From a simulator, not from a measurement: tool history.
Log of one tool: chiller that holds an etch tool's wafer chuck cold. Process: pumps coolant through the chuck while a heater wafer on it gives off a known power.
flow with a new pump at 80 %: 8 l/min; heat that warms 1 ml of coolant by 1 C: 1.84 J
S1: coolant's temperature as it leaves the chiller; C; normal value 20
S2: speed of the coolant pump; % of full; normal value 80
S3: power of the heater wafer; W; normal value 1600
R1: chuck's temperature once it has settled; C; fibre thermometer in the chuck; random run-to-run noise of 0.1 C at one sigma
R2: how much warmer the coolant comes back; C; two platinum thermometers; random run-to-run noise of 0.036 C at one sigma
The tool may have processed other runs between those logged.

run 1 hour=0 | S1=20 S2=80 S3=1600 | R1=33.1 R2=6.6
run 2 hour=112.1 | S1=20 S2=80 S3=1600 | R1=33 R2=6.53
run 3 hour=168.7 | S1=20 S2=80 S3=1600 | R1=33.1 R2=6.52
run 4 hour=265.2 | S1=20 S2=96 S3=1600 | R1=31.1 R2=5.34
run 5 hour=370 | S1=16 S2=80 S3=1600 | R1=28.9 R2=6.62
run 6 hour=430.5 | S1=20 S2=80 S3=1600 | R1=33.1 R2=6.53
run 7 hour=530 | S1=20 S2=80 S3=1600 | R1=33.1 R2=6.59
run 8 hour=589.5 | S1=18 S2=80 S3=1600 | R1=31.1 R2=6.55
run 9 hour=690.9 | S1=14 S2=80 S3=1600 | R1=26.9 R2=6.6
run 10 hour=819.7 | S1=20 S2=73 S3=1600 | R1=34.4 R2=7.28
run 11 hour=919.4 | S1=15 S2=80 S3=1600 | R1=28.2 R2=6.48
run 12 hour=1040 | S1=15 S2=80 S3=1600 | R1=28.1 R2=6.6
run 13 hour=1167.8 | S1=15 S2=80 S3=1600 | R1=28.2 R2=6.64
run 14 hour=1243.5 | S1=17 S2=80 S3=1600 | R1=30.2 R2=6.66
run 15 hour=1299.4 | S1=16 S2=80 S3=1600 | R1=29.2 R2=6.62
run 16 hour=1395.8 | S1=20 S2=86 S3=1600 | R1=32.2 R2=6.19
run 17 hour=1464.7 | S1=25 S2=86 S3=1408 | R1=35.8 R2=5.36
run 18 hour=1542.1 | S1=16 S2=86 S3=1408 | R1=26.7 R2=5.36
run 19 hour=1603.1 | S1=16 S2=86 S3=1408 | R1=26.7 R2=5.39
run 20 hour=1723.6 | S1=16 S2=80 S3=1616 | R1=29.1 R2=6.73
run 21 hour=1829 | S1=20 S2=74 S3=1144 | R1=29.9 R2=5.15
run 22 hour=1910.6 | S1=20 S2=83 S3=1803 | R1=34.2 R2=7.26
-- hour=1970.7 chiller's thermometer calibrated
run 23 hour=1990.8 | S1=18 S2=62 S3=1977 | R1=38.8 R2=10.91
run 24 hour=2080.7 | S1=13 S2=70 S3=997 | R1=22.1 R2=4.92
run 25 hour=2185.5 | S1=13 S2=74 S3=997 | R1=22 R2=4.55
run 26 hour=2250.2 | S1=13 S2=74 S3=997 | R1=21.9 R2=4.63
run 27 hour=2322.2 | S1=13 S2=74 S3=997 | R1=21.9 R2=4.59
run 28 hour=2439.2 | S1=13 S2=74 S3=997 | R1=21.8 R2=4.58

The same runs without the tool's hidden state, with the same run-to-run variation:
Hidden conditions of the tool in this case: heat passed by the chuck's channels, % of clean ones'; flow at a given pump speed, % of a new pump's; coolant's true temperature over the reading, C; drift of the gauge itself on chuck_c, C; drift of the gauge itself on warmer_back_c, C.
run=1 R2=6.59
run=2 R2=6.51
run=3 R2=6.5
run=4 R2=5.32
run=5 R2=6.59
run=6 R2=6.49
run=7 R2=6.54
run=8 R2=6.5
run=9 R2=6.55
run=10 R2=7.21
run=11 R2=6.41
run=12 R2=6.52
run=13 R2=6.55
run=14 R2=6.56
run=15 R2=6.52
run=16 R2=6.09
run=17 R2=5.25
run=18 R2=5.25
run=19 R2=5.27
run=20 R2=6.6
run=21 R2=5.02
run=22 R2=7.12
run=23 R2=10.76
run=24 R2=4.77
run=25 R2=4.4
run=26 R2=4.47
run=27 R2=4.42
run=28 R2=4.4
R1: at most 0.1 C away from the measurement, every run.

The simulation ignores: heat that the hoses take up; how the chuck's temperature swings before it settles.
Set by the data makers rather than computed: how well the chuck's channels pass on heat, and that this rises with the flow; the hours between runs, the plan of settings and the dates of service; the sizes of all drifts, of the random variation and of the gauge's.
